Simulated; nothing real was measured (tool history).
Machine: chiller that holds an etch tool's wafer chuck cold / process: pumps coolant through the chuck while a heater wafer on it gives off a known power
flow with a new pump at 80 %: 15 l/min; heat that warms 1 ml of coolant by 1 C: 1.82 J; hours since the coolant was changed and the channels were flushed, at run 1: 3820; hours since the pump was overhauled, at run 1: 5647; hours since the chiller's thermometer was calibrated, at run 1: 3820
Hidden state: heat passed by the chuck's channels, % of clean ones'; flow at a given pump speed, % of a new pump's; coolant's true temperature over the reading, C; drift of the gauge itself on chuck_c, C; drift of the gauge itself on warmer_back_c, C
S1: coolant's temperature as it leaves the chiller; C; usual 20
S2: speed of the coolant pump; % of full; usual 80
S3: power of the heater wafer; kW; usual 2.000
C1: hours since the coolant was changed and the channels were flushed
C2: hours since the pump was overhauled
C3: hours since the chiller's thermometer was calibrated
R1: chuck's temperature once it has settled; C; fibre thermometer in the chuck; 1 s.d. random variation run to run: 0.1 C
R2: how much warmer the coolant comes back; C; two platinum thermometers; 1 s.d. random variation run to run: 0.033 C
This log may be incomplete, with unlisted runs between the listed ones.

{"run": 1, "hour": 0.0, "S1": 20, "S2": 80, "S3": 2.0, "C1": 3820, "C2": 5647, "C3": 3820, "R1": 38.9, "R2": 4.35}
{"run": 2, "hour": 121.6, "S1": 15, "S2": 80, "S3": 2.0, "C1": 3942, "C2": 5768, "C3": 3942, "R1": 33.9, "R2": 4.39}
{"run": 3, "hour": 261.3, "S1": 15, "S2": 80, "S3": 2.0, "C1": 4081, "C2": 5908, "C3": 4081, "R1": 34.0, "R2": 4.43}
{"run": 4, "hour": 363.1, "S1": 20, "S2": 80, "S3": 2.0, "C1": 4183, "C2": 6010, "C3": 4183, "R1": 39.0, "R2": 4.44}
{"run": 5, "hour": 433.9, "S1": 20, "S2": 80, "S3": 2.0, "C1": 4254, "C2": 6081, "C3": 4254, "R1": 38.8, "R2": 4.49}
{"run": 6, "hour": 516.7, "S1": 20, "S2": 80, "S3": 2.0, "C1": 4337, "C2": 6163, "C3": 4337, "R1": 38.8, "R2": 4.47}
{"run": 7, "hour": 623.4, "S1": 20, "S2": 80, "S3": 2.0, "C1": 4444, "C2": 6270, "C3": 4444, "R1": 38.8, "R2": 4.54}
{"run": 8, "hour": 762.1, "S1": 20, "S2": 80, "S3": 2.0, "C1": 4582, "C2": 6409, "C3": 4582, "R1": 38.8, "R2": 4.54}
{"run": 9, "hour": 897.4, "S1": 20, "S2": 80, "S3": 2.0, "C1": 4718, "C2": 6544, "C3": 4718, "R1": 38.9, "R2": 4.54}
{"run": 10, "hour": 983.2, "S1": 20, "S2": 80, "S3": 2.0, "C1": 4803, "C2": 6630, "C3": 4803, "R1": 38.9, "R2": 4.54}
{"run": 11, "hour": 1096.7, "S1": 20, "S2": 80, "S3": 2.0, "C1": 4917, "C2": 6743, "C3": 4917, "R1": 38.9, "R2": 4.55}
{"run": 12, "hour": 1240.0, "S1": 20, "S2": 80, "S3": 2.0, "C1": 5060, "C2": 6887, "C3": 5060, "R1": 38.8, "R2": 4.63}
{"run": 13, "hour": 1322.8, "S1": 20, "S2": 80, "S3": 2.0, "C1": 5143, "C2": 6970, "C3": 5143, "R1": 38.9, "R2": 4.66}
{"run": 14, "hour": 1409.8, "S1": 20, "S2": 80, "S3": 2.0, "C1": 5230, "C2": 7057, "C3": 5230, "R1": 38.9, "R2": 4.65}
{"run": 15, "hour": 1520.5, "S1": 20, "S2": 80, "S3": 2.0, "C1": 5341, "C2": 7167, "C3": 5341, "R1": 38.9, "R2": 4.57}
{"run": 16, "hour": 1642.4, "S1": 20, "S2": 80, "S3": 2.0, "C1": 5463, "C2": 7289, "C3": 5463, "R1": 38.9, "R2": 4.6}
{"hour": 1663.6, "done": "chiller's thermometer calibrated"}
{"hour": 1719.3, "done": "coolant changed, channels flushed"}
{"run": 17, "hour": 1785.1, "S1": 20, "S2": 80, "S3": 2.0, "C1": 66, "C2": 7425, "C3": 115, "R1": 39.0, "R2": 4.69}
{"run": 18, "hour": 1851.0, "S1": 20, "S2": 80, "S3": 2.028, "C1": 132, "C2": 7491, "C3": 181, "R1": 39.2, "R2": 4.71}
{"run": 19, "hour": 1973.1, "S1": 20, "S2": 80, "S3": 2.028, "C1": 254, "C2": 7613, "C3": 303, "R1": 38.9, "R2": 4.76}
{"run": 20, "hour": 2065.1, "S1": 20, "S2": 80, "S3": 2.028, "C1": 346, "C2": 7705, "C3": 396, "R1": 39.1, "R2": 4.83}
{"run": 21, "hour": 2175.3, "S1": 20, "S2": 80, "S3": 2.028, "C1": 456, "C2": 7815, "C3": 506, "R1": 39.2, "R2": 4.73}
{"run": 22, "hour": 2319.4, "S1": 17, "S2": 69, "S3": 2.0, "C1": 600, "C2": 7959, "C3": 650, "R1": 38.1, "R2": 5.47}
{"run": 23, "hour": 2405.8, "S1": 17, "S2": 69, "S3": 2.0, "C1": 687, "C2": 8046, "C3": 736, "R1": 38.0, "R2": 5.43}
{"run": 24, "hour": 2549.0, "S1": 17, "S2": 88, "S3": 1.256, "C1": 830, "C2": 8189, "C3": 879, "R1": 28.2, "R2": 2.95}
{"hour": 2633.6, "done": "gauge calibrated"}
{"run": 25, "hour": 2660.6, "S1": 20, "S2": 98, "S3": 1.479, "C1": 941, "C2": 8300, "C3": 991, "R1": 32.1, "R2": 2.69}
{"run": 26, "hour": 2803.4, "S1": 20, "S2": 98, "S3": 1.479, "C1": 1084, "C2": 8443, "C3": 1134, "R1": 32.0, "R2": 2.71}
{"run": 27, "hour": 2888.3, "S1": 20, "S2": 98, "S3": 1.479, "C1": 1169, "C2": 8528, "C3": 1219, "R1": 32.0, "R2": 2.72}
{"run": 28, "hour": 3037.3, "S1": 20, "S2": 98, "S3": 1.479, "C1": 1318, "C2": 8677, "C3": 1368, "R1": 31.9, "R2": 2.73}
{"run": 29, "hour": 3111.2, "S1": 22, "S2": 94, "S3": 2.177, "C1": 1392, "C2": 8751, "C3": 1442, "R1": 40.1, "R2": 4.16}
{"run": 30, "hour": 3208.0, "S1": 22, "S2": 94, "S3": 2.177, "C1": 1489, "C2": 8848, "C3": 1538, "R1": 40.3, "R2": 4.22}
{"run": 31, "hour": 3277.3, "S1": 22, "S2": 94, "S3": 2.177, "C1": 1558, "C2": 8917, "C3": 1608, "R1": 40.2, "R2": 4.24}

Selected run-to-run steps in R2, each split into two signed amounts: the part the tool would show with no hidden state at all (from settings, incoming material and random variation), and the remainder, which goes to the hidden state together with any gauge scatter not common to the measured and the hidden-state-free results:
Run 7 -> 8: no setting changed, nothing entered. R2 +0.00 C: hidden state +0.03, all else -0.03.
Run 21 -> 22: S1 20 -> 17, S2 80 -> 69, S3 2.028 -> 2.000. R2 +0.74 C: hidden state +0.03, all else +0.71.
Run 23 -> 24: S2 69 -> 88, S3 2.000 -> 1.256. R2 -2.48 C: hidden state +0.02, all else -2.50.
Run 24 -> 25: S1 17 -> 20, S2 88 -> 98, S3 1.256 -> 1.479, gauge calibrated. R2 -0.26 C: hidden state -0.37, all else +0.11.
Run 28 -> 29: S1 20 -> 22, S2 98 -> 94, S3 1.479 -> 2.177. R2 +1.43 C: hidden state +0.01, all else +1.42.
